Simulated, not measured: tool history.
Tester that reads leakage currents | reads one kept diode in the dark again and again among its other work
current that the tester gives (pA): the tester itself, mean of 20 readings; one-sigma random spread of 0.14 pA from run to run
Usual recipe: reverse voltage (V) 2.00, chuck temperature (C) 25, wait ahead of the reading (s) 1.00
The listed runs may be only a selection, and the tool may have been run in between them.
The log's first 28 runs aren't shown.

run,hour,reverse voltage (V),chuck temperature (C),wait ahead of the reading (s),hours of work since the probe card was cleaned,hours of work since the tester was calibrated,hours of work since the chuck was calibrated,current that the tester gives (pA)
29,3346.4,2.00,21,0.51,1385,3041,880,29.73
30,3449.1,2.00,31,1.00,1450,3107,945,76.65
31,3555.0,6.14,28,1.00,1517,3174,1012,81.36
32,3629.6,2.21,36,1.76,1564,3221,1059,122.23
33,3803.8,11.31,57,2.69,1674,3331,1169,1159.77
34,3958.5,11.31,57,1.14,1772,3429,1267,1159.33
35,4095.2,11.92,21,1.14,1859,3516,1354,52.37
36,4240.4,11.92,21,1.14,1951,3608,1446,52.19
37,4384.7,11.92,21,1.14,2042,3699,1537,52.27
38,4549.7,11.92,21,1.14,2147,3804,1642,52.41
39,4636.9,1.30,51,2.22,2202,3859,1697,372.20

3 ways to go on from here, each from the tool as it stands after run 39. What would each give?
A,4794.1,1.30,49,1.46,2302,3958,1796,?
B,4794.1,5.17,25,1.00,2302,3958,1796,?
C,4794.1,1.30,32,2.22,2302,3958,1796,?

run,current that the tester gives (pA)
A,319.02
B,58.45
C,73.19
With the hidden condition removed and each run's random variation left untouched, the same runs would have given:
run,current that the tester gives (pA)
A,319.17
B,58.43
C,73.22
